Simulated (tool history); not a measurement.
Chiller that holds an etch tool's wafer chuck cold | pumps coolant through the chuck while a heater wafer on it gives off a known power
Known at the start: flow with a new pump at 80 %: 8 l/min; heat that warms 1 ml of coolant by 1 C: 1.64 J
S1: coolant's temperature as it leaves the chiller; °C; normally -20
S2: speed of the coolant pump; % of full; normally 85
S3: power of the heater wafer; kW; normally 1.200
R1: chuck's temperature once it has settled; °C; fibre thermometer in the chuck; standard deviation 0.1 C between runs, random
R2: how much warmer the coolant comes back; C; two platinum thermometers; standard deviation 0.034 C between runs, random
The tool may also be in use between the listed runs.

Run 1, hour 0.0: usual settings. Result: R1 -8.6 °C, R2 5.28 C.
Run 2, hour 42.5: usual settings but S2 90 % of full. Result: R1 -9.0 °C, R2 4.95 C.
Run 3, hour 75.4: usual settings but S2 90 % of full. Result: R1 -8.9 °C, R2 4.94 C.
Run 4, hour 95.0: usual settings but S2 90 % of full. Result: R1 -8.9 °C, R2 4.97 C.
Run 5, hour 139.7: usual settings but S1 -29 °C, S2 90 % of full. Result: R1 -17.8 °C, R2 4.99 C.
Run 6, hour 159.5: usual settings but S3 1.746 kW. Result: R1 -3.4 °C, R2 7.68 C.
Run 7, hour 193.7: usual settings. Result: R1 -8.3 °C, R2 5.21 C.
Run 8, hour 237.8: usual settings. Result: R1 -8.3 °C, R2 5.25 C.
Run 9, hour 257.3: usual settings but S1 -24 °C, S2 75 % of full, S3 1.160 kW. Result: R1 -11.6 °C, R2 5.80 C.
Run 10, hour 302.8: usual settings but S1 -13 °C, S2 96 % of full, S3 1.199 kW. Result: R1 -2.3 °C, R2 4.70 C.
Run 11, hour 336.0: usual settings but S1 -26 °C, S2 96 % of full, S3 1.523 kW. Result: R1 -12.4 °C, R2 5.90 C.
Run 12, hour 374.6: usual settings but S1 -19 °C, S2 76 % of full, S3 0.900 kW. Result: R1 -9.3 °C, R2 4.42 C.
Run 13, hour 417.8: usual settings but S1 -29 °C, S2 94 % of full. Result: R1 -18.1 °C, R2 4.75 C.

Below are 3 alternative next runs, each starting from the tool's condition after run 13. Predict each:
Run A, hour 442.0: usual settings but S1 -29 °C, S2 77 % of full, S3 0.947 kW. Result: R1 ?, R2 ?.
Run B, hour 442.0: usual settings but S1 -11 °C. Result: R1 ?, R2 ?.
Run C, hour 442.0: usual settings but S1 -27 °C. Result: R1 ?, R2 ?.

run     R1    R2
  A  -18.9  4.64
  B    0.7  5.25
  C  -15.4  5.30
Stripped of hidden state, with their random variation kept, the same runs would have yielded:
run     R1    R2
  A  -20.0  4.51
  B   -0.6  5.10
  C  -16.7  5.15
